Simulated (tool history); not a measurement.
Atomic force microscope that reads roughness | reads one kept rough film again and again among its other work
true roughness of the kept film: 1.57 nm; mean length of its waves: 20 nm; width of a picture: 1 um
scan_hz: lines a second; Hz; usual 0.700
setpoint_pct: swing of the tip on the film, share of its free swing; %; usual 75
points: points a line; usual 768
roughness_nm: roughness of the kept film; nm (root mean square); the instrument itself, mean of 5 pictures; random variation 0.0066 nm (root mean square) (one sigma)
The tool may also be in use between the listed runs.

run   hour  scan_hz  setpoint_pct  points  roughness_nm
  1    0.0    0.700            75     768         1.307
  2   13.4    0.700            75     768         1.283
  3   41.4    0.700            75     768         1.253
  4   57.7    0.700            75     768         1.246
  5   80.4    0.700            75     768         1.218
  6   99.7    0.700            75     768         1.198
  7  121.6    0.700            75     768         1.171
  8  138.4    0.656            75     768         1.154
  9  170.2    0.700            75     932         1.140
 10  194.3    0.700            75     768         1.116
 11  219.5    0.700            75     768         1.103
     222.1  -- new tip fitted
 12  244.1    1.985            75     768         1.196
 13  269.1    1.985            75     768         1.179
 14  289.9    1.985            75     768         1.154
 15  321.4    1.985            75     768         1.124
 16  338.5    1.985            75     768         1.110
 17  362.9    1.985            75     768         1.085
 18  381.1    1.985            75     768         1.085
 19  402.4    1.985            75     768         1.056
 20  426.3    1.985            75     768         1.044
     442.8  -- new tip fitted
 21  457.0    0.700            55     768         1.300
 22  474.9    0.700            55     768         1.284
 23  489.8    0.700            55     768         1.274
 24  516.1    0.700            55     768         1.254
 25  533.6    0.700            55     768         1.229
 26  561.8    0.700            55     768         1.208
 27  592.7    0.803            55     277         1.144
 28  625.1    0.803            55     277         1.126
 29  647.3    3.016            55     413         1.100
 30  660.5    0.534            78     722         1.102
     664.8  -- new tip fitted
 31  676.9    2.601            78     427         1.148
 32  701.7    0.700            71     777         1.269
     704.5  -- height scale calibrated on a step standard
 33  731.1    2.913            63     768         1.183
 34  751.5    0.871            62     768         1.226
     759.8  -- height scale calibrated on a step standard, once more
 35  766.8    0.871            86     768         1.149
 36  792.0    1.729            80     388         1.077
 37  821.3    1.729            80     388         1.052
 38  845.8    1.729            80     388         1.025
 39  867.5    0.862            64     952         1.123
 40  882.5    0.700            69     768         1.103
     888.4  -- new tip fitted
 41  910.7    0.700            69     768         1.295
 42  924.1    0.700            69     768         1.281
 43  938.3    0.700            69     768         1.269
 44  964.6    0.700            69     768         1.239
 45  993.5    0.700            56     768         1.242

The next listed run, before its measurement:
 46  1011.2    0.700            56     768             ?

{"run 46": {"roughness_nm": 1.211}}
Without the tool's hidden state the same run would have given roughness_nm 1.329 nm (root mean square).

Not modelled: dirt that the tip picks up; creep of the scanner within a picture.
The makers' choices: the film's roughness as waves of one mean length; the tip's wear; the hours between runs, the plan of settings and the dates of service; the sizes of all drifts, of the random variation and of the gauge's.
